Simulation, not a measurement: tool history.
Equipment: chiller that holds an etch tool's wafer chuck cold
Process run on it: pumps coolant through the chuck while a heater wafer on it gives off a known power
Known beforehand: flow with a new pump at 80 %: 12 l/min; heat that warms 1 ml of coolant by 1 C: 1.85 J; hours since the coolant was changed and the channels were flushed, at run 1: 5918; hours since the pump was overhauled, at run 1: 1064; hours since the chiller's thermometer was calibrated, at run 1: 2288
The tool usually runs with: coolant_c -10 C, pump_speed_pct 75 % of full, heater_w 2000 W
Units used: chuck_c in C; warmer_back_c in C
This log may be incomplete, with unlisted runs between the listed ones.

run,day,coolant_c,pump_speed_pct,heater_w,hours since the coolant was changed and the channels were flushed,hours since the pump was overhauled,hours since the chiller's thermometer was calibrated,chuck_c,warmer_back_c
1,0.000,-10,75,2000,5918,1064,2288,5.6,5.81
2,1.171,-10,75,2657,5946,1092,2316,10.8,7.57
3,1.746,-10,75,2657,5960,1106,2330,10.9,7.61
4,2.633,-12,75,2000,5981,1127,2351,3.6,5.79
5,3.750,-12,75,2000,6008,1154,2378,3.6,5.78
6,4.450,-12,75,2000,6025,1171,2395,3.7,5.70
7,5.658,-11,75,2000,6054,1200,2424,4.6,5.74
8,6.642,-11,75,2000,6078,1223,2447,4.7,5.70
9,7.675,-11,75,2000,6102,1248,2472,4.7,5.70
10,8.529,-11,75,2000,6123,1269,2493,4.7,5.74
11,9.496,-11,75,2000,6146,1292,2516,4.6,5.74
12,10.042,-5,75,2000,6159,1305,2529,10.6,5.72
13,11.050,-5,75,2000,6184,1329,2553,10.9,5.72
14,11.942,-5,71,2000,6205,1350,2575,11.2,5.98
15,12.771,-5,71,2000,6225,1370,2595,11.2,5.98
16,13.471,-5,71,2000,6242,1387,2611,11.1,6.03
17,14.758,-18,71,2000,6273,1418,2642,-2.0,6.03
18,16.042,-18,71,2000,6303,1449,2673,-1.8,5.98
19,17.175,-6,67,2000,6331,1476,2700,10.8,6.30
20,17.875,-8,75,2000,6347,1493,2717,7.7,5.69
21,18.738,-9,80,2136,6368,1513,2738,7.2,5.67
22,19.558,-11,75,2324,6388,1533,2757,7.2,6.64
23,20.154,-16,62,1218,6402,1548,2772,-5.4,4.13
24,21.046,-8,61,1096,6423,1569,2793,1.7,3.78
25,21.750,-8,83,1511,6440,1586,2810,3.1,3.81
26,22.733,-1,75,2549,6464,1609,2834,19.0,7.20
27,23.600,-12,85,2000,6485,1630,2854,2.5,4.96
28,24.900,-12,85,2000,6516,1661,2886,2.5,4.99
29,26.146,-6,85,1557,6546,1691,2916,5.2,3.84
30,27.238,-10,75,2711,6572,1717,2942,11.1,7.71
31,27.958,-6,75,1591,6589,1735,2959,6.5,4.38
32,28.904,-10,77,1445,6612,1758,2982,1.0,3.88
33,29.750,-16,84,1621,6632,1778,3002,-4.1,3.95

Alternative continuations, all from the tool just after run 33; predict every row:
A,30.421,-16,78,2478,6648,1794,3018,?,?
B,30.421,-16,65,1621,6648,1794,3018,?,?
C,30.421,-19,84,1896,6648,1794,3018,?,?

run,chuck_c,warmer_back_c
A,3.1,6.64
B,-2.2,5.19
C,-5.1,4.70
Take away the tool's hidden state, keep each run's random variation, and the runs would have read:
run,chuck_c,warmer_back_c
A,3.0,6.80
B,-2.2,5.36
C,-5.1,4.87
